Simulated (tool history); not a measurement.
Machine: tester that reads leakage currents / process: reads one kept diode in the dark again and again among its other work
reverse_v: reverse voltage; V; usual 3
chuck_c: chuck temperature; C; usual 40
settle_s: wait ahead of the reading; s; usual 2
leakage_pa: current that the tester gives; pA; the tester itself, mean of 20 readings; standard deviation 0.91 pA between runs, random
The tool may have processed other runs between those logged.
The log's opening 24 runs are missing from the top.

| run | hour | reverse_v | chuck_c | settle_s | leakage_pa |
|---|---|---|---|---|---|
| 25 | 577.6 | 11.92 | 26 | 4.44 | 173.92 |
| 26 | 602.3 | 11.92 | 26 | 4.44 | 172.62 |
| 27 | 621.8 | 1.77 | 40 | 0.81 | 216.99 |
| 28 | 646.8 | 3.11 | 40 | 2.23 | 289.9 |
| 29 | 677.8 | 3.11 | 40 | 2.23 | 289.4 |
| 30 | 702.7 | 3.11 | 40 | 2.23 | 287.24 |
| 31 | 722.7 | 14.34 | 40 | 2 | 640.04 |
| 32 | 753.5 | 14.34 | 40 | 2 | 642.7 |
| 33 | 782.3 | 3 | 49 | 0.38 | 592.73 |
| 34 | 811.4 | 6.03 | 29 | 3.4 | 153.49 |
| 35 | 839.8 | 3.7 | 40 | 4.26 | 310.22 |
| 36 | 864.4 | 19.84 | 31 | 4.26 | 346.35 |
| 37 | 887.2 | 14.7 | 28 | 0.4 | 227.66 |

3 ways to go on from here, each from the tool as it stands after run 37. What would each give?
| A | 912 | 3 | 26 | 0.38 | ? |
| B | 912 | 14.7 | 28 | 2.69 | ? |
| C | 912 | 4.46 | 39 | 0.54 | ? |

| run | leakage_pa |
|---|---|
| A | 80.11 |
| B | 225.38 |
| C | 312.43 |
The same runs, with their run-to-run variation unchanged, on a tool lacking any hidden condition would have given:
| run | leakage_pa |
|---|---|
| A | 86.87 |
| B | 239.32 |
| C | 341.73 |
